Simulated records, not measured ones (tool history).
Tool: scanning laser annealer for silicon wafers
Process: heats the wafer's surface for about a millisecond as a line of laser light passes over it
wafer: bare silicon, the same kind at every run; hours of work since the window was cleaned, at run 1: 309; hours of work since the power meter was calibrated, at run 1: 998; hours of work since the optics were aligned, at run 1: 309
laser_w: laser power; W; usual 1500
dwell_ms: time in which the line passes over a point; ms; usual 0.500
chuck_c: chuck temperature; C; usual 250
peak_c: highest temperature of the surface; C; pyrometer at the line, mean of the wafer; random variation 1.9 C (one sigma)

| run | hour | laser_w | dwell_ms | chuck_c | hours of work since the window was cleaned | hours of work since the power meter was calibrated | hours of work since the optics were aligned | peak_c |
|---|---|---|---|---|---|---|---|---|
| 1 | 0.0 | 1500 | 0.500 | 250 | 309 | 998 | 309 | 1069 |
| 2 | 30.0 | 1500 | 0.500 | 250 | 325 | 1015 | 325 | 1067 |
| 3 | 67.2 | 1500 | 0.500 | 250 | 346 | 1035 | 346 | 1064 |
| 4 | 98.7 | 1500 | 0.500 | 250 | 363 | 1053 | 363 | 1062 |
| 5 | 140.6 | 1500 | 0.500 | 250 | 386 | 1076 | 386 | 1060 |
| 6 | 183.9 | 1649 | 0.500 | 250 | 410 | 1099 | 410 | 1167 |
| 7 | 206.4 | 1649 | 0.500 | 250 | 422 | 1112 | 422 | 1167 |
| 8 | 233.9 | 1649 | 0.500 | 250 | 437 | 1127 | 437 | 1166 |
| 9 | 271.4 | 1523 | 0.500 | 250 | 458 | 1147 | 458 | 1071 |
| 10 | 292.2 | 1523 | 0.500 | 250 | 470 | 1159 | 470 | 1067 |
|  | 298.0 | window over the wafer cleaned |
| 11 | 341.5 | 1300 | 0.375 | 222 | 24 | 1185 | 495 | 788 |
| 12 | 361.4 | 1300 | 0.375 | 222 | 35 | 1196 | 506 | 788 |
| 13 | 389.6 | 1286 | 0.500 | 250 | 50 | 1211 | 522 | 901 |
|  | 411.2 | window over the wafer cleaned, once more |
| 14 | 420.8 | 1500 | 0.426 | 250 | 5 | 1227 | 538 | 1018 |
| 15 | 442.3 | 1474 | 0.425 | 278 | 17 | 1239 | 550 | 1026 |
| 16 | 488.4 | 1551 | 0.425 | 231 | 42 | 1265 | 575 | 1027 |
| 17 | 530.9 | 1358 | 0.425 | 279 | 66 | 1288 | 599 | 947 |
| 18 | 575.6 | 1554 | 0.396 | 264 | 90 | 1313 | 623 | 1029 |
| 19 | 604.0 | 1500 | 0.500 | 242 | 106 | 1328 | 639 | 1069 |

5 ways to go on from here, each from the tool as it stands after run 19. What would each give?
| A | 648.6 | 1284 | 0.540 | 228 | 131 | 1353 | 663 | ? |
| B | 648.6 | 1503 | 0.500 | 250 | 131 | 1353 | 663 | ? |
| C | 648.6 | 1500 | 0.454 | 238 | 131 | 1353 | 663 | ? |
| D | 648.6 | 1324 | 0.500 | 250 | 131 | 1353 | 663 | ? |
| E | 648.6 | 1500 | 0.377 | 289 | 131 | 1353 | 663 | ? |

| run | peak_c |
|---|---|
| A | 929 |
| B | 1076 |
| C | 1021 |
| D | 952 |
| E | 998 |
Without the tool's hidden state the same runs would have given:
| run | peak_c |
|---|---|
| A | 949 |
| B | 1099 |
| C | 1042 |
| D | 972 |
| E | 1018 |
